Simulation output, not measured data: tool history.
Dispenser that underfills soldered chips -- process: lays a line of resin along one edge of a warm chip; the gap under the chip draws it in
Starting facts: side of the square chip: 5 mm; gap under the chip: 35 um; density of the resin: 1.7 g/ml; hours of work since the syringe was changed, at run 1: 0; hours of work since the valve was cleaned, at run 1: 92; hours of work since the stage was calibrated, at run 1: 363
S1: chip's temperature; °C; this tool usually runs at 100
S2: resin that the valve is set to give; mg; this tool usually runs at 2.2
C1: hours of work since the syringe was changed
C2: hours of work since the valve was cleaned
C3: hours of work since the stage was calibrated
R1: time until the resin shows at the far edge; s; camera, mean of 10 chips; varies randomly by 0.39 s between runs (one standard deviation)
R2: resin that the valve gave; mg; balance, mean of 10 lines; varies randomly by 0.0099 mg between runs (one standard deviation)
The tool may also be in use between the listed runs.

| run | day | S1 | S2 | C1 | C2 | C3 | R1 | R2 |
|---|---|---|---|---|---|---|---|---|
| 1 | 0 | 100 | 2.2 | 0 | 92 | 363 | 23.9 | 2.03 |
| 2 | 0.404 | 100 | 2.2 | 8 | 100 | 370 | 45.9 | 2.051 |
|  | 0.608 | new syringe of resin |
| 3 | 0.662 | 100 | 2.28 | 1 | 104 | 375 | 25.2 | 2.117 |
|  | 1.104 | dispensing valve cleaned and set on the balance |
| 4 | 1.108 | 100 | 2.28 | 8 | 0 | 382 | 47.6 | 2.299 |
|  | 1.292 | new syringe of resin |
| 5 | 1.558 | 100 | 2.2 | 5 | 8 | 390 | 35.3 | 2.184 |
| 6 | 1.862 | 100 | 2.2 | 10 | 13 | 395 | 56.3 | 2.17 |
|  | 1.942 | new syringe of resin |
| 7 | 2.408 | 100 | 2.2 | 8 | 23 | 404 | 47.3 | 2.147 |
|  | 2.588 | new syringe of resin |
| 8 | 2.896 | 100 | 2.2 | 5 | 31 | 413 | 37.7 | 2.141 |
|  | 3.229 | new syringe of resin |
| 9 | 3.412 | 100 | 2.54 | 3 | 40 | 422 | 29.9 | 2.451 |
| 10 | 3.65 | 100 | 2.2 | 7 | 44 | 426 | 44.7 | 2.11 |
|  | 3.888 | new syringe of resin |
| 11 | 4.112 | 100 | 2.2 | 4 | 52 | 434 | 32.8 | 2.109 |
| 12 | 4.367 | 93 | 2.2 | 8 | 56 | 438 | 61.9 | 2.097 |
|  | 4.562 | new syringe of resin |
| 13 | 4.858 | 93 | 2.2 | 5 | 65 | 447 | 48.1 | 2.076 |
|  | 5.212 | new syringe of resin |
| 14 | 5.258 | 89 | 2.2 | 1 | 72 | 453 | 35.4 | 2.086 |
| 15 | 5.588 | 100 | 2.2 | 7 | 78 | 459 | 41.2 | 2.08 |
|  | 5.883 | new syringe of resin |
| 16 | 6.062 | 100 | 2.2 | 3 | 86 | 467 | 31 | 2.047 |
|  | 6.517 | new syringe of resin |
| 17 | 6.517 | 100 | 2.2 | 0 | 93 | 475 | 22.4 | 2.039 |
| 18 | 6.992 | 94 | 2.03 | 8 | 102 | 484 | 60.6 | 1.876 |
|  | 7.15 | new syringe of resin |
| 19 | 7.508 | 101 | 2.2 | 6 | 111 | 492 | 38.8 | 2.01 |
|  | 7.596 | dispensing valve cleaned and set on the balance |
|  | 7.854 | new syringe of resin |
| 20 | 8.133 | 85 | 2.16 | 5 | 9 | 503 | 60.4 | 2.119 |
| 21 | 8.438 | 85 | 2.16 | 10 | 15 | 508 | 95.9 | 2.153 |
|  | 8.488 | new syringe of resin |
| 22 | 8.933 | 101 | 2.88 | 8 | 23 | 516 | 42.4 | 2.825 |
|  | 9.129 | new syringe of resin |
| 23 | 9.229 | 107 | 2.05 | 2 | 28 | 521 | 20.6 | 1.99 |

Run 24 has not been measured yet. What should we expect?
| 24 | 9.512 | 107 | 2.05 | 7 | 33 | 526 | ? | ? |

Run 24 produced R1 33.5 s, R2 2.004 mg.
With no hidden state in the tool, this same run would have given R1 20.1 s, R2 2.056 mg.
